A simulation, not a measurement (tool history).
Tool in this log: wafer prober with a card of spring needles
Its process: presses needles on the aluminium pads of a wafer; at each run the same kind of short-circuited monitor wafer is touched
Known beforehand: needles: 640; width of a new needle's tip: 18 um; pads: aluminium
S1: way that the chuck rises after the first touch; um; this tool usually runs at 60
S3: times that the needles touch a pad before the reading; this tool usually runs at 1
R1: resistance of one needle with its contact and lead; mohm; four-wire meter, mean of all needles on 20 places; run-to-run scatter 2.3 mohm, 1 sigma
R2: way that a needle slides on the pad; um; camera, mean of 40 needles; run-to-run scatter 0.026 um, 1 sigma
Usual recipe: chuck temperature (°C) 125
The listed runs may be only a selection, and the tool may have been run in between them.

Run 1, day 0.000: usual settings. Result: R1 290 mohm, R2 7.71 um.
Run 2, day 0.333: usual settings. Result: R1 310 mohm, R2 7.68 um.
Run 3, day 0.662: usual settings but S3 2. Result: R1 290 mohm, R2 7.73 um.
At day 0.842: tips cleaned on abrasive film.
Run 4, day 0.875: usual settings but S3 2. Result: R1 301 mohm, R2 7.67 um.
Run 5, day 1.300: usual settings but S3 2. Result: R1 300 mohm, R2 7.70 um.
Run 6, day 1.508: usual settings. Result: R1 315 mohm, R2 7.68 um.
Run 7, day 1.717: usual settings. Result: R1 317 mohm, R2 7.68 um.
At day 1.996: tips cleaned on abrasive film.
Run 8, day 2.017: usual settings. Result: R1 263 mohm, R2 7.70 um.
Run 9, day 2.379: usual settings. Result: R1 296 mohm, R2 7.69 um.
Run 10, day 2.767: usual settings. Result: R1 306 mohm, R2 7.70 um.
At day 2.992: tips cleaned on abrasive film, once more.
Run 11, day 2.992: usual settings. Result: R1 267 mohm, R2 7.67 um.
Run 12, day 3.175: usual settings but chuck temperature (°C) 26. Result: R1 266 mohm, R2 7.67 um.
Run 13, day 3.538: usual settings but S1 52 um. Result: R1 323 mohm, R2 6.66 um.
Run 14, day 3.812: usual settings but S1 52 um. Result: R1 333 mohm, R2 6.67 um.
Run 15, day 4.083: usual settings but S1 52 um. Result: R1 334 mohm, R2 6.65 um.
At day 4.162: tips cleaned on abrasive film.
Run 16, day 4.333: usual settings but S1 52 um. Result: R1 296 mohm, R2 6.66 um.
Run 17, day 4.633: usual settings but S1 52 um. Result: R1 321 mohm, R2 6.57 um.
Run 18, day 4.988: usual settings but S1 52 um. Result: R1 328 mohm, R2 6.63 um.
Run 19, day 5.262: usual settings but S1 52 um. Result: R1 335 mohm, R2 6.63 um.
At day 5.321: tips cleaned on abrasive film.
Run 20, day 5.592: usual settings but S1 75 um, chuck temperature (°C) 34, S3 2. Result: R1 244 mohm, R2 9.67 um.
Run 21, day 5.812: usual settings. Result: R1 306 mohm, R2 7.66 um.
Run 22, day 6.012: usual settings but S1 73 um, chuck temperature (°C) 106. Result: R1 287 mohm, R2 9.35 um.
Run 23, day 6.292: usual settings but S1 73 um, chuck temperature (°C) 106. Result: R1 291 mohm, R2 9.37 um.
At day 6.479: tips cleaned on abrasive film.
Run 24, day 6.496: usual settings but chuck temperature (°C) 29. Result: R1 238 mohm, R2 7.64 um.
Run 25, day 6.829: usual settings but S1 51 um, chuck temperature (°C) 61, S3 3. Result: R1 269 mohm, R2 6.51 um.
Run 26, day 7.112: usual settings but S1 65 um, S3 2. Result: R1 282 mohm, R2 8.28 um.
Run 27, day 7.442: usual settings but S1 65 um, S3 2. Result: R1 287 mohm, R2 8.29 um.
At day 7.658: tips cleaned on abrasive film.
Run 28, day 7.838: usual settings but S1 65 um, chuck temperature (°C) 88, S3 2. Result: R1 266 mohm, R2 8.31 um.
Run 29, day 8.142: usual settings but S1 56 um, chuck temperature (°C) 89, S3 3. Result: R1 279 mohm, R2 7.17 um.
Run 30, day 8.496: usual settings but chuck temperature (°C) 31, S3 3. Result: R1 254 mohm, R2 7.68 um.
At day 8.812: tips cleaned on abrasive film.
Run 31, day 8.829: usual settings but S1 41 um, chuck temperature (°C) 56. Result: R1 271 mohm, R2 5.22 um.
Run 32, day 9.188: usual settings but S1 46 um, chuck temperature (°C) 56, S3 2. Result: R1 297 mohm, R2 5.82 um.
Run 33, day 9.508: usual settings but S3 2. Result: R1 291 mohm, R2 7.66 um.
Run 34, day 9.825: usual settings but S1 56 um. Result: R1 325 mohm, R2 7.15 um.
At day 9.979: tips cleaned on abrasive film.
Run 35, day 10.067: usual settings but chuck temperature (°C) 30. Result: R1 253 mohm, R2 7.63 um.

Here are 4 independent what-if runs from the current tool condition. What would each one return?
Run A, day 10.312: usual settings but chuck temperature (°C) 82. Result: R1 ?, R2 ?.
Run B, day 10.312: usual settings but S1 45 um, chuck temperature (°C) 30. Result: R1 ?, R2 ?.
Run C, day 10.312: usual settings but S1 42 um, chuck temperature (°C) 26, S3 3. Result: R1 ?, R2 ?.
Run D, day 10.312: usual settings but S1 52 um. Result: R1 ?, R2 ?.

run   R1    R2
  A  290  7.65
  B  312  5.66
  C  273  5.34
  D  312  6.60
What these runs would have given with no unlogged condition in the tool:
run   R1    R2
  A  251  7.81
  B  240  5.82
  C  242  5.50
  D  265  6.76
